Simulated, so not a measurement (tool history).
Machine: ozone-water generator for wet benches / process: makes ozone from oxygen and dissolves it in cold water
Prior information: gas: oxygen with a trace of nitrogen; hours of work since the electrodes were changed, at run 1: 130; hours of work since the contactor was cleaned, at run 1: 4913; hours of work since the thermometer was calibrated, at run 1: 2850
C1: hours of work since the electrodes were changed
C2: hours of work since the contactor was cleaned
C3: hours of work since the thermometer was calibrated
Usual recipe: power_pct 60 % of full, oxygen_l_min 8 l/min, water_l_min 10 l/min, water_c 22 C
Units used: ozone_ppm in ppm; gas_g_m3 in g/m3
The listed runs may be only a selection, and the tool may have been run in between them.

{"run": 1, "hour": 0.0, "power_pct": 60, "oxygen_l_min": 8, "water_l_min": 10, "water_c": 22, "C1": 130, "C2": 4913, "C3": 2850, "ozone_ppm": 36.9, "gas_g_m3": 224.4}
{"run": 2, "hour": 40.2, "power_pct": 60, "oxygen_l_min": 8, "water_l_min": 10, "water_c": 22, "C1": 160, "C2": 4943, "C3": 2880, "ozone_ppm": 36.5, "gas_g_m3": 224.3}
{"run": 3, "hour": 59.6, "power_pct": 60, "oxygen_l_min": 7.44, "water_l_min": 10, "water_c": 22, "C1": 175, "C2": 4957, "C3": 2894, "ozone_ppm": 37.1, "gas_g_m3": 230.1}
{"run": 4, "hour": 86.5, "power_pct": 60, "oxygen_l_min": 7.44, "water_l_min": 10, "water_c": 22, "C1": 195, "C2": 4977, "C3": 2914, "ozone_ppm": 37.1, "gas_g_m3": 227.7}
{"run": 5, "hour": 119.6, "power_pct": 60, "oxygen_l_min": 8, "water_l_min": 10, "water_c": 26, "C1": 219, "C2": 5002, "C3": 2939, "ozone_ppm": 33.4, "gas_g_m3": 224.1}
{"run": 6, "hour": 166.3, "power_pct": 60, "oxygen_l_min": 8, "water_l_min": 10, "water_c": 26, "C1": 254, "C2": 5037, "C3": 2974, "ozone_ppm": 33.1, "gas_g_m3": 222.7}
{"run": 7, "hour": 205.3, "power_pct": 60, "oxygen_l_min": 6.33, "water_l_min": 10, "water_c": 26, "C1": 283, "C2": 5066, "C3": 3003, "ozone_ppm": 34.2, "gas_g_m3": 245.1}
{"run": 8, "hour": 232.9, "power_pct": 60, "oxygen_l_min": 11.22, "water_l_min": 10, "water_c": 22, "C1": 304, "C2": 5086, "C3": 3023, "ozone_ppm": 34.7, "gas_g_m3": 194.1}
{"run": 9, "hour": 269.9, "power_pct": 60, "oxygen_l_min": 11.22, "water_l_min": 10, "water_c": 22, "C1": 331, "C2": 5114, "C3": 3051, "ozone_ppm": 34.3, "gas_g_m3": 194.2}
{"run": 10, "hour": 292.9, "power_pct": 60, "oxygen_l_min": 11.22, "water_l_min": 10, "water_c": 22, "C1": 349, "C2": 5131, "C3": 3068, "ozone_ppm": 34.4, "gas_g_m3": 195.1}
{"run": 11, "hour": 321.6, "power_pct": 60, "oxygen_l_min": 8, "water_l_min": 10, "water_c": 22, "C1": 370, "C2": 5152, "C3": 3089, "ozone_ppm": 36.2, "gas_g_m3": 221.7}
{"run": 12, "hour": 346.5, "power_pct": 60, "oxygen_l_min": 8, "water_l_min": 10, "water_c": 22, "C1": 388, "C2": 5171, "C3": 3108, "ozone_ppm": 36.8, "gas_g_m3": 223.4}
{"run": 13, "hour": 390.3, "power_pct": 60, "oxygen_l_min": 8, "water_l_min": 10, "water_c": 22, "C1": 421, "C2": 5204, "C3": 3141, "ozone_ppm": 36.3, "gas_g_m3": 222.8}
{"run": 14, "hour": 412.4, "power_pct": 60, "oxygen_l_min": 8, "water_l_min": 10, "water_c": 22, "C1": 438, "C2": 5220, "C3": 3157, "ozone_ppm": 36.7, "gas_g_m3": 222.7}
{"run": 15, "hour": 445.2, "power_pct": 60, "oxygen_l_min": 8, "water_l_min": 10, "water_c": 22, "C1": 462, "C2": 5245, "C3": 3181, "ozone_ppm": 36.5, "gas_g_m3": 223.7}
{"run": 16, "hour": 468.9, "power_pct": 60, "oxygen_l_min": 8, "water_l_min": 10, "water_c": 22, "C1": 480, "C2": 5262, "C3": 3199, "ozone_ppm": 36.5, "gas_g_m3": 222.7}
{"run": 17, "hour": 503.5, "power_pct": 60, "oxygen_l_min": 8, "water_l_min": 10, "water_c": 22, "C1": 505, "C2": 5288, "C3": 3225, "ozone_ppm": 36.8, "gas_g_m3": 221.4}
{"run": 18, "hour": 526.5, "power_pct": 59, "oxygen_l_min": 4.01, "water_l_min": 10, "water_c": 16, "C1": 523, "C2": 5305, "C3": 3242, "ozone_ppm": 42.1, "gas_g_m3": 289.3}
{"hour": 534.9, "done": "contactor cleaned"}
{"run": 19, "hour": 572.7, "power_pct": 82, "oxygen_l_min": 14.22, "water_l_min": 10, "water_c": 19, "C1": 554, "C2": 28, "C3": 3273, "ozone_ppm": 40.6, "gas_g_m3": 207.7}
{"run": 20, "hour": 601.6, "power_pct": 82, "oxygen_l_min": 14.22, "water_l_min": 10, "water_c": 19, "C1": 576, "C2": 50, "C3": 3295, "ozone_ppm": 40.5, "gas_g_m3": 207.9}
{"run": 21, "hour": 624.5, "power_pct": 60, "oxygen_l_min": 12.74, "water_l_min": 7, "water_c": 25, "C1": 593, "C2": 67, "C3": 3312, "ozone_ppm": 35.5, "gas_g_m3": 185.1}
{"run": 22, "hour": 649.8, "power_pct": 64, "oxygen_l_min": 6.71, "water_l_min": 7, "water_c": 29, "C1": 611, "C2": 86, "C3": 3331, "ozone_ppm": 38.1, "gas_g_m3": 244.6}
{"run": 23, "hour": 691.2, "power_pct": 64, "oxygen_l_min": 6.71, "water_l_min": 7, "water_c": 29, "C1": 642, "C2": 116, "C3": 3362, "ozone_ppm": 37.9, "gas_g_m3": 247.3}
{"run": 24, "hour": 727.0, "power_pct": 64, "oxygen_l_min": 6.71, "water_l_min": 7, "water_c": 29, "C1": 669, "C2": 143, "C3": 3388, "ozone_ppm": 38.2, "gas_g_m3": 243.4}
{"run": 25, "hour": 753.3, "power_pct": 64, "oxygen_l_min": 12.24, "water_l_min": 15, "water_c": 22, "C1": 689, "C2": 163, "C3": 3408, "ozone_ppm": 26.9, "gas_g_m3": 192.2}
{"run": 26, "hour": 795.2, "power_pct": 64, "oxygen_l_min": 12.24, "water_l_min": 15, "water_c": 22, "C1": 720, "C2": 194, "C3": 3439, "ozone_ppm": 26.6, "gas_g_m3": 194.5}
{"hour": 808.0, "done": "contactor cleaned, once more"}
{"run": 27, "hour": 824.3, "power_pct": 42, "oxygen_l_min": 5.76, "water_l_min": 10, "water_c": 22, "C1": 738, "C2": 12, "C3": 3458, "ozone_ppm": 32.1, "gas_g_m3": 211}
{"run": 28, "hour": 851.5, "power_pct": 42, "oxygen_l_min": 5.76, "water_l_min": 10, "water_c": 22, "C1": 759, "C2": 32, "C3": 3478, "ozone_ppm": 31.7, "gas_g_m3": 208.8}
{"run": 29, "hour": 872.2, "power_pct": 42, "oxygen_l_min": 5.76, "water_l_min": 10, "water_c": 22, "C1": 774, "C2": 48, "C3": 3494, "ozone_ppm": 31.9, "gas_g_m3": 210.4}
{"run": 30, "hour": 907.5, "power_pct": 54, "oxygen_l_min": 8, "water_l_min": 10, "water_c": 25, "C1": 800, "C2": 74, "C3": 3520, "ozone_ppm": 32.6, "gas_g_m3": 206.8}
{"run": 31, "hour": 932.1, "power_pct": 41, "oxygen_l_min": 8, "water_l_min": 10, "water_c": 19, "C1": 819, "C2": 92, "C3": 3538, "ozone_ppm": 32.9, "gas_g_m3": 180.9}
{"run": 32, "hour": 958.8, "power_pct": 41, "oxygen_l_min": 8, "water_l_min": 10, "water_c": 19, "C1": 839, "C2": 112, "C3": 3558, "ozone_ppm": 32.5, "gas_g_m3": 180.8}
{"run": 33, "hour": 991.2, "power_pct": 41, "oxygen_l_min": 11.94, "water_l_min": 14, "water_c": 29, "C1": 863, "C2": 136, "C3": 3582, "ozone_ppm": 19.8, "gas_g_m3": 156.1}

How the hidden state differs across the entries between the runs, from the last listed run before each to the first after it:
Runs 18 to 19: contactor cleaned (hour 534.9)
  yield of the discharge, % of new electrodes': 98.5 -> 98.4; contactor's efficiency, % of a clean one's: 92.9 -> 88.8
  the result without the hidden state subtracted from the measured one, ozone_ppm: -1.9 -> -2.9 ppm; gas_g_m3: -4 -> -3.6 g/m3
Runs 26 to 27: contactor cleaned, once more (hour 808)
  yield of the discharge, % of new electrodes': 98.1 -> 98; contactor's efficiency, % of a clean one's: 88.6 -> 99.6
  the result without the hidden state subtracted from the measured one, ozone_ppm: -2.4 -> -0.6 ppm; gas_g_m3: -3.6 -> -3.1 g/m3

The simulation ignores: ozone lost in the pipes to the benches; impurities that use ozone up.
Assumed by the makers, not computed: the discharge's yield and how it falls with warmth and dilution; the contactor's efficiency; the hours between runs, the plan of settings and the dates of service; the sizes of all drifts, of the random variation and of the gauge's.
